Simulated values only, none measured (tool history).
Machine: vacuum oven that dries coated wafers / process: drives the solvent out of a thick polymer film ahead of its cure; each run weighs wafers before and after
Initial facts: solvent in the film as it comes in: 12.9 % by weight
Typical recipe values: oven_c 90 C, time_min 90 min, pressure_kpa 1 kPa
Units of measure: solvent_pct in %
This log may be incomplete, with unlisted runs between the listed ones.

run	day	oven_c	time_min	pressure_kpa	solvent_pct
1	0	90	90	1	1.48
2	0.342	90	90	1	1.45
3	0.796	90	90	1	1.47
4	1.183	90	90	1	1.48
5	1.554	90	90	1	1.46
6	1.942	90	90	1	1.46
7	2.454	90	139	1	0.9
8	2.742	90	139	1	0.9
9	3.108	90	90	1	1.48
10	3.4	90	90	1	1.5
11	3.942	91	90	1	1.37
12	4.225	91	90	1	1.32
13	4.65	95	90	1	0.92
14	4.879	95	90	1	0.9
15	5.317	95	90	1	0.89
16	5.55	90	65	1	2.26
17	6.058	90	65	1	2.22
18	6.367	86	67	0.82	2.89
19	6.858	86	67	0.82	2.83
20	7.258	91	90	1.47	1.62
21	7.721	100	90	1.32	0.75
22	8.067	90	109	1	1.16
23	8.475	90	155	1	0.88
24	8.912	77	78	2.24	5.65
25	9.192	92	112	1.5	1.28
26	9.712	90	92	1.79	1.96
27	10.217	88	67	1.29	2.72
28	10.567	86	106	1.67	2.25
29	10.933	86	106	1.67	2.26
30	11.288	90	90	3.65	3.26
31	11.75	76	103	3.65	6.52

What if the next run were any one of these 4? Each begins from the tool's condition after run 31:
A	12.271	77	90	3.5	?
B	12.271	76	151	1.93	?
C	12.271	76	103	3.73	?
D	12.271	100	98	1.11	?

run	solvent_pct
A	6.36
B	3.73
C	6.55
D	0.65
Stripped of hidden state, with their random variation kept, the same runs would have yielded:
run	solvent_pct
A	6.58
B	3.89
C	6.77
D	0.65
